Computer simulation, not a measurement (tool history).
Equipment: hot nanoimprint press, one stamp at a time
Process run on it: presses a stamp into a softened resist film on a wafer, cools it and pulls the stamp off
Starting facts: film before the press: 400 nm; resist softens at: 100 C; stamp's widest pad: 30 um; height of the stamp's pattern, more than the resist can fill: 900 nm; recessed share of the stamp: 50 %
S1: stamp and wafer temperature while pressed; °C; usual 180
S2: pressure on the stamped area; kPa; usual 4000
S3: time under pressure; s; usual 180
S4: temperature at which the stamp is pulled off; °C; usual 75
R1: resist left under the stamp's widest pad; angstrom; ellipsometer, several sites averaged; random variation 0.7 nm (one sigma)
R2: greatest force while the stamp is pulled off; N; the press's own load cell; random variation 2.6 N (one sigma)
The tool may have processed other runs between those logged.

{"run": 1, "hour": 0.0, "S1": 180, "S2": 4000, "S3": 180, "S4": 75, "R1": 2312, "R2": 129}
{"run": 2, "hour": 44.0, "S1": 180, "S2": 4000, "S3": 180, "S4": 67, "R1": 2301, "R2": 147}
{"run": 3, "hour": 73.6, "S1": 180, "S2": 4000, "S3": 180, "S4": 75, "R1": 2299, "R2": 132}
{"run": 4, "hour": 114.3, "S1": 180, "S2": 4000, "S3": 180, "S4": 75, "R1": 2304, "R2": 132}
{"run": 5, "hour": 151.5, "S1": 180, "S2": 4000, "S3": 180, "S4": 75, "R1": 2307, "R2": 139}
{"run": 6, "hour": 189.2, "S1": 180, "S2": 4000, "S3": 180, "S4": 75, "R1": 2300, "R2": 143}
{"run": 7, "hour": 211.5, "S1": 172, "S2": 4000, "S3": 180, "S4": 75, "R1": 2902, "R2": 144}
{"run": 8, "hour": 231.4, "S1": 168, "S2": 4000, "S3": 180, "S4": 75, "R1": 3184, "R2": 139}
{"run": 9, "hour": 268.2, "S1": 180, "S2": 4000, "S3": 180, "S4": 75, "R1": 2291, "R2": 143}
{"run": 10, "hour": 309.1, "S1": 169, "S2": 4000, "S3": 180, "S4": 75, "R1": 3123, "R2": 150}
{"run": 11, "hour": 352.2, "S1": 169, "S2": 4000, "S3": 171, "S4": 75, "R1": 3150, "R2": 154}
{"run": 12, "hour": 372.6, "S1": 169, "S2": 4000, "S3": 171, "S4": 75, "R1": 3144, "R2": 157}
{"run": 13, "hour": 398.3, "S1": 169, "S2": 4000, "S3": 171, "S4": 75, "R1": 3154, "R2": 159}
{"run": 14, "hour": 435.8, "S1": 169, "S2": 4000, "S3": 171, "S4": 75, "R1": 3145, "R2": 159}
{"run": 15, "hour": 475.2, "S1": 169, "S2": 4000, "S3": 171, "S4": 75, "R1": 3152, "R2": 155}
{"run": 16, "hour": 505.6, "S1": 169, "S2": 4000, "S3": 171, "S4": 75, "R1": 3147, "R2": 166}
{"run": 17, "hour": 538.4, "S1": 189, "S2": 4000, "S3": 330, "S4": 75, "R1": 1363, "R2": 167}
{"hour": 543.2, "done": "plate thermocouple calibrated"}
{"hour": 565.1, "done": "stamp cleaned and given a new release coat"}
{"run": 18, "hour": 577.8, "S1": 184, "S2": 4330, "S3": 149, "S4": 66, "R1": 2028, "R2": 131}
{"run": 19, "hour": 611.1, "S1": 180, "S2": 4000, "S3": 193, "S4": 75, "R1": 2196, "R2": 115}
{"run": 20, "hour": 646.9, "S1": 180, "S2": 4000, "S3": 91, "S4": 66, "R1": 2738, "R2": 137}
{"hour": 674.7, "done": "plate thermocouple calibrated, once more"}
{"run": 21, "hour": 678.0, "S1": 179, "S2": 4000, "S3": 322, "S4": 66, "R1": 2048, "R2": 134}
{"run": 22, "hour": 717.9, "S1": 180, "S2": 5670, "S3": 298, "S4": 75, "R1": 1711, "R2": 131}
{"run": 23, "hour": 755.0, "S1": 180, "S2": 5670, "S3": 298, "S4": 75, "R1": 1720, "R2": 128}
{"run": 24, "hour": 787.5, "S1": 180, "S2": 5670, "S3": 298, "S4": 75, "R1": 1718, "R2": 133}
{"run": 25, "hour": 830.9, "S1": 170, "S2": 3970, "S3": 272, "S4": 75, "R1": 2863, "R2": 136}
{"run": 26, "hour": 857.5, "S1": 180, "S2": 4750, "S3": 180, "S4": 77, "R1": 2215, "R2": 133}
{"run": 27, "hour": 876.5, "S1": 190, "S2": 4360, "S3": 180, "S4": 75, "R1": 1636, "R2": 140}
{"run": 28, "hour": 909.5, "S1": 190, "S2": 4360, "S3": 180, "S4": 75, "R1": 1639, "R2": 139}
{"run": 29, "hour": 936.7, "S1": 190, "S2": 4040, "S3": 180, "S4": 76, "R1": 1701, "R2": 142}
{"run": 30, "hour": 971.4, "S1": 171, "S2": 5110, "S3": 126, "S4": 68, "R1": 3045, "R2": 161}
{"run": 31, "hour": 1009.6, "S1": 171, "S2": 5110, "S3": 126, "S4": 68, "R1": 3047, "R2": 162}

How would selected steps in R1 from run to run divide? Give the signed amount a tool lacking its hidden state would still show from settings, what came in and random variation, and the signed amount left for the hidden state, including any gauge scatter that is not in both of the compared results.
Hidden state present: true temperature over the reading, C; pressure that arrives at the usual setting, %; grip of the stamp's worn release coat, % over a new coat's; drift of the gauge itself on residual_nm, %; drift of the gauge itself on pull_off_n, %.
Run 16 -> 17: S1 169 -> 189, S3 171 -> 330. R1 -1784 angstrom: hidden state +16, all else -1800.
Run 17 -> 18: S1 189 -> 184, S2 4000 -> 4330, S3 330 -> 149, S4 75 -> 66, plate thermocouple calibrated, stamp cleaned and given a new release coat. R1 +665 angstrom: hidden state -45, all else +710.
Run 20 -> 21: S1 180 -> 179, S3 91 -> 322, plate thermocouple calibrated, once more. R1 -690 angstrom: hidden state +120, all else -810.
Run 24 -> 25: S1 180 -> 170, S2 5670 -> 3970, S3 298 -> 272. R1 +1145 angstrom: hidden state -14, all else +1159.
Run 29 -> 30: S1 190 -> 171, S2 4040 -> 5110, S3 180 -> 126, S4 76 -> 68. R1 +1344 angstrom: hidden state +7, all else +1337.
